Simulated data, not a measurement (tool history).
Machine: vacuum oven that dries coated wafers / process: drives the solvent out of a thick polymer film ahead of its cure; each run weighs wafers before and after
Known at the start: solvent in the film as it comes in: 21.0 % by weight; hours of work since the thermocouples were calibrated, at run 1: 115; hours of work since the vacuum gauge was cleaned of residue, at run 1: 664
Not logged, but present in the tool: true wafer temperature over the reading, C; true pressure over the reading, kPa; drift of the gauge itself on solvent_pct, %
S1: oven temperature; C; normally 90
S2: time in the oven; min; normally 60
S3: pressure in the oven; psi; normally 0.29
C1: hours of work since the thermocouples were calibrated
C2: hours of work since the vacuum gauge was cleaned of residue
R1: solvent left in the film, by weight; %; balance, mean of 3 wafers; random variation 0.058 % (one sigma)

run	hour	S1	S2	S3	C1	C2	R1
1	0	90	60	0.29	115	664	3.43
2	17.8	90	60	0.29	125	674	3.6
3	37.9	90	60	0.29	136	685	3.55
4	57	75	60	0.29	146	695	9.33
5	88.1	75	60	0.29	163	712	9.41
6	117.8	90	60	0.29	179	728	3.59
7	148.5	90	60	0.29	196	745	3.55
8	182.6	90	60	0.29	214	763	3.61
9	200.3	90	60	0.29	224	773	3.59
10	226.6	90	60	0.29	238	787	3.46
11	259.3	97	60	0.29	256	805	2.4
12	284.5	97	60	0.29	269	818	2.21
13	316.8	97	92	0.29	287	836	2.06
14	337.1	97	92	0.29	298	847	2.08
15	358.6	97	92	0.29	310	859	2.1
16	380	90	60	0.29	321	870	3.54
17	404.1	90	60	0.29	334	883	3.5
18	422.5	90	60	0.29	344	893	3.49
19	455	96	55	0.825	362	911	6.52
20	484.8	96	55	0.825	378	927	6.32
21	505	96	55	0.825	389	938	6.27
22	532.7	96	55	0.825	404	953	6.31
23	550.7	76	60	0.29	414	963	8.88
24	575.7	79	60	0.424	427	976	8.95
25	607.8	79	60	0.424	445	994	9.05
26	634.9	92	60	0.901	459	1008	8.19
27	652.4	92	60	0.901	469	1018	8.09
28	679.3	101	49	0.461	483	1032	3.02
29	704.1	90	49	0.161	497	1046	2.98
30	727.4	82	46	0.351	509	1058	8.01
31	757.3	82	89	1.121	526	1075	14.46
32	786.1	84	51	0.827	541	1090	11.43
33	815.4	92	51	0.915	557	1106	8.41
34	837.5	90	60	0.921	569	1118	9.09

Each row is a separate what-if for the run after 34, all from the same tool condition, not one after another. Results?
A	856.7	99	39	0.921	580	1128	?
B	856.7	91	32	0.226	580	1128	?
C	856.7	79	60	0.921	580	1128	?

run	R1
A	6.55
B	5.07
C	14.84
Stripped of hidden state, with their random variation kept, the same runs would have yielded:
run	R1
A	6.54
B	5.06
C	14.84
